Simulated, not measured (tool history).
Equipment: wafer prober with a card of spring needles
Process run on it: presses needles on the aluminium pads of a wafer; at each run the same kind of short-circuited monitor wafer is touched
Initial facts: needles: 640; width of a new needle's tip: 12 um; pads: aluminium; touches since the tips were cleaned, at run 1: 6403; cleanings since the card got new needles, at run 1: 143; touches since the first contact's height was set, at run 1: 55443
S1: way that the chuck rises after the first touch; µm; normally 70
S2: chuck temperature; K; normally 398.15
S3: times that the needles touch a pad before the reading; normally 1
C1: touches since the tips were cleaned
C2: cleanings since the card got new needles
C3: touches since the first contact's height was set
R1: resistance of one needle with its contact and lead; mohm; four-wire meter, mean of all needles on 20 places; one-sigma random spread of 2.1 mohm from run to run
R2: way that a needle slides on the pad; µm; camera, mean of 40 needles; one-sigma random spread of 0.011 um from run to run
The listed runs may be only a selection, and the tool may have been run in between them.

run,day,S1,S2,S3,C1,C2,C3,R1,R2
1,0,70,398.15,1,6403,143,55443,273,14.86
# day 0.167: tips cleaned on abrasive film
# day 0.954: tips cleaned on abrasive film
# day 1.629: tips cleaned on abrasive film
2,1.629,70,398.15,1,0,146,75881,234,14.83
# day 2.283: tips cleaned on abrasive film
# day 3.092: tips cleaned on abrasive film
# day 3.862: tips cleaned on abrasive film
3,4.104,70,398.15,1,3048,149,106949,255,14.8
# day 4.592: tips cleaned on abrasive film
# day 5.346: tips cleaned on abrasive film
4,5.583,70,398.15,1,3007,151,125557,255,14.8
# day 6.075: tips cleaned on abrasive film
# day 6.388: height of the first contact set anew
# day 6.854: tips cleaned on abrasive film
# day 7.638: tips cleaned on abrasive film
5,7.992,70,398.15,1,4453,154,20158,266,14.9
# day 8.312: tips cleaned on abrasive film
# day 9.092: tips cleaned on abrasive film
6,9.292,70,301.15,1,2507,156,36484,235,14.88
# day 9.75: tips cleaned on abrasive film
# day 10.538: tips cleaned on abrasive film
# day 11.229: tips cleaned on abrasive film
7,11.229,89,398.15,1,0,159,60818,226,18.88
# day 12.012: tips cleaned on abrasive film
# day 12.783: tips cleaned on abrasive film
# day 13.55: tips cleaned on abrasive film
8,13.95,89,398.15,1,5062,162,95017,255,18.86
# day 14.279: tips cleaned on abrasive film
# day 15.038: tips cleaned on abrasive film
# day 15.779: tips cleaned on abrasive film
9,15.808,70,398.15,1,355,165,118329,233,14.8
# day 16.458: tips cleaned on abrasive film
# day 17.112: height of the first contact set anew
# day 17.246: tips cleaned on abrasive film
# day 17.983: tips cleaned on abrasive film
10,17.983,56,315.15,1,0,168,10889,223,11.91
# day 18.783: tips cleaned on abrasive film
# day 19.521: tips cleaned on abrasive film
# day 20.175: tips cleaned on abrasive film
11,20.646,55,371.15,2,5967,171,44367,269,11.66
# day 20.975: tips cleaned on abrasive film
# day 21.771: tips cleaned on abrasive film
12,22.133,55,371.15,2,4544,173,63032,262,11.64
# day 22.458: tips cleaned on abrasive film
# day 23.246: tips cleaned on abrasive film
13,23.85,55,371.15,2,7632,175,84615,267,11.61
# day 24: tips cleaned on abrasive film
# day 24.754: tips cleaned on abrasive film
14,25.321,82,338.15,1,7134,177,103098,251,17.35
# day 25.488: tips cleaned on abrasive film
# day 26.3: tips cleaned on abrasive film
# day 27: tips cleaned on abrasive film
# day 27.812: tips cleaned on abrasive film
# day 27.825: height of the first contact set anew
15,28.017,60,354.15,1,2437,181,2437,255,12.77
# day 28.633: tips cleaned on abrasive film
# day 29.404: tips cleaned on abrasive film
16,29.642,60,354.15,1,2966,183,22822,261,12.76
# day 30.125: tips cleaned on abrasive film
# day 30.912: tips cleaned on abrasive film
# day 31.608: tips cleaned on abrasive film
17,31.862,85,398.15,1,3181,186,50715,250,18.06

Here are 5 independent what-if runs from the current tool condition. What would each one return?
# day 32.35: tips cleaned on abrasive film
# day 33.117: tips cleaned on abrasive film
A,33.25,73,322.15,1,1726,188,68180,?,?
# day 32.35: tips cleaned on abrasive film
# day 33.117: tips cleaned on abrasive film
B,33.25,70,320.15,1,1726,188,68180,?,?
# day 32.35: tips cleaned on abrasive film
# day 33.117: tips cleaned on abrasive film
C,33.25,62,331.15,1,1726,188,68180,?,?
# day 32.35: tips cleaned on abrasive film
# day 33.117: tips cleaned on abrasive film
D,33.25,81,313.15,2,1726,188,68180,?,?
# day 32.35: tips cleaned on abrasive film
# day 33.117: tips cleaned on abrasive film
E,33.25,51,324.15,1,1726,188,68180,?,?

run,R1,R2
A,232,15.46
B,234,14.84
C,245,13.14
D,219,17.17
E,261,10.8
Without the tool's hidden state the same runs would have given:
run,R1,R2
A,208,15.53
B,208,14.91
C,213,13.21
D,206,17.24
E,217,10.86
